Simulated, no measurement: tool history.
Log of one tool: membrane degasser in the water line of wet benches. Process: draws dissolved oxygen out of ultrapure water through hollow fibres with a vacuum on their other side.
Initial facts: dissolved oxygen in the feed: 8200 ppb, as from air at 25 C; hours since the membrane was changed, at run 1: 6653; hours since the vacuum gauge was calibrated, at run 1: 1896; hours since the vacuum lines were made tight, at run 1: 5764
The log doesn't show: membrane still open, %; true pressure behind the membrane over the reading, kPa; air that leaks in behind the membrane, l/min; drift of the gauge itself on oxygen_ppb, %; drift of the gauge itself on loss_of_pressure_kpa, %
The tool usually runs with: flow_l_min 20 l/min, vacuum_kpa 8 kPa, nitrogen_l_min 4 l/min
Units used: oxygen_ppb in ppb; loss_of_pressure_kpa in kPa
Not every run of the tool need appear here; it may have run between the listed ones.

| run | day | flow_l_min | vacuum_kpa | nitrogen_l_min | hours since the membrane was changed | hours since the vacuum gauge was calibrated | hours since the vacuum lines were made tight | oxygen_ppb | loss_of_pressure_kpa |
|---|---|---|---|---|---|---|---|---|---|
| 1 | 0 | 20 | 8 | 4 | 6653 | 1896 | 5764 | 75.5 | 28.46 |
| 2 | 7.583 | 20 | 8 | 4 | 6835 | 2078 | 5946 | 75.6 | 28.34 |
| 3 | 13.758 | 20 | 8 | 5.01 | 6983 | 2226 | 6094 | 64 | 28.83 |
| 4 | 17.992 | 20 | 8 | 5.01 | 7085 | 2328 | 6196 | 62.8 | 28.55 |
| 5 | 23.558 | 20 | 10.29 | 4 | 7219 | 2461 | 6330 | 103.5 | 28.57 |
| 6 | 31.675 | 12 | 8 | 4 | 7413 | 2656 | 6524 | 40.1 | 17.34 |
| 7 | 37.325 | 12 | 8 | 4 | 7549 | 2792 | 6660 | 40.7 | 17.34 |
| 8 | 43.142 | 13 | 8 | 4 | 7689 | 2931 | 6800 | 43.2 | 18.86 |
| 9 | 49.121 | 13 | 8 | 4 | 7832 | 3075 | 6943 | 44.4 | 18.54 |
| 10 | 56.371 | 13 | 8 | 4 | 8006 | 3249 | 7117 | 44.3 | 18.8 |
| 11 | 60.238 | 20 | 8 | 2.72 | 8099 | 3342 | 7210 | 104.1 | 29.03 |
|  | 60.662 | vacuum gauge calibrated |
| 12 | 66.358 | 20 | 8 | 2.72 | 8245 | 137 | 7356 | 106.2 | 28.84 |
| 13 | 74.542 | 20 | 8 | 2.72 | 8442 | 333 | 7553 | 103.1 | 28.96 |
| 14 | 82.208 | 20 | 8 | 2.72 | 8626 | 517 | 7737 | 103.7 | 29 |
|  | 87.942 | vacuum gauge calibrated, once more |
| 15 | 88.971 | 20 | 8 | 2.72 | 8787 | 25 | 7898 | 102.9 | 28.81 |
| 16 | 93.588 | 20 | 8 | 2.72 | 8898 | 135 | 8009 | 103.2 | 28.95 |
| 17 | 102.338 | 20 | 5.48 | 1.65 | 9108 | 345 | 8219 | 82.7 | 29.22 |
| 18 | 106.608 | 28 | 8 | 9.04 | 9211 | 448 | 8322 | 78.3 | 41.31 |
| 19 | 114.946 | 18 | 8 | 9.04 | 9411 | 648 | 8522 | 35.9 | 25.93 |
| 20 | 120.554 | 19 | 8 | 2.76 | 9546 | 783 | 8657 | 95.3 | 27.9 |
| 21 | 127.546 | 21 | 14.15 | 4.89 | 9713 | 950 | 8824 | 132.7 | 30.84 |
| 22 | 136.171 | 27 | 18.44 | 1.65 | 9920 | 1157 | 9031 | 571.2 | 39.32 |
| 23 | 140.058 | 17 | 15.4 | 2.93 | 10014 | 1251 | 9125 | 180.6 | 24.76 |
| 24 | 143.654 | 18 | 11.96 | 2.93 | 10100 | 1337 | 9211 | 143.8 | 26.27 |
| 25 | 148.633 | 32 | 13.68 | 3.49 | 10219 | 1457 | 9330 | 283.1 | 46.81 |
| 26 | 155.396 | 25 | 8 | 6.85 | 10382 | 1619 | 9493 | 77.5 | 36.66 |
| 27 | 162.096 | 25 | 8 | 6.85 | 10543 | 1780 | 9654 | 77.4 | 36.44 |
|  | 164.225 | seals of the vacuum lines changed |
| 28 | 166.225 | 25 | 8 | 6.85 | 10640 | 1877 | 48 | 76.7 | 36.72 |
| 29 | 171.425 | 17 | 8 | 1.8 | 10764 | 2002 | 173 | 120.1 | 25.04 |
| 30 | 175.379 | 17 | 8 | 1.8 | 10859 | 2096 | 268 | 120.4 | 24.99 |
| 31 | 183.988 | 17 | 11.49 | 11.82 | 11066 | 2303 | 474 | 41.1 | 24.99 |
| 32 | 192.346 | 20 | 7.27 | 4.64 | 11267 | 2504 | 675 | 63.5 | 29.47 |

Forecast each of these 4 alternatives for the next run:
| A | 197.275 | 25 | 6.94 | 2.01 | 11385 | 2622 | 793 | ? | ? |
| B | 197.275 | 20 | 15.29 | 4 | 11385 | 2622 | 793 | ? | ? |
| C | 197.275 | 24 | 8 | 4 | 11385 | 2622 | 793 | ? | ? |
| D | 197.275 | 20 | 12.37 | 4.64 | 11385 | 2622 | 793 | ? | ? |

| run | oxygen_ppb | loss_of_pressure_kpa |
|---|---|---|
| A | 144.1 | 36.94 |
| B | 164.2 | 29.48 |
| C | 102.1 | 35.43 |
| D | 118.7 | 29.89 |
Stripped of hidden state, with their random variation kept, the same runs would have yielded:
| run | oxygen_ppb | loss_of_pressure_kpa |
|---|---|---|
| A | 128 | 34.06 |
| B | 155 | 27.18 |
| C | 88.7 | 32.66 |
| D | 109.5 | 27.6 |

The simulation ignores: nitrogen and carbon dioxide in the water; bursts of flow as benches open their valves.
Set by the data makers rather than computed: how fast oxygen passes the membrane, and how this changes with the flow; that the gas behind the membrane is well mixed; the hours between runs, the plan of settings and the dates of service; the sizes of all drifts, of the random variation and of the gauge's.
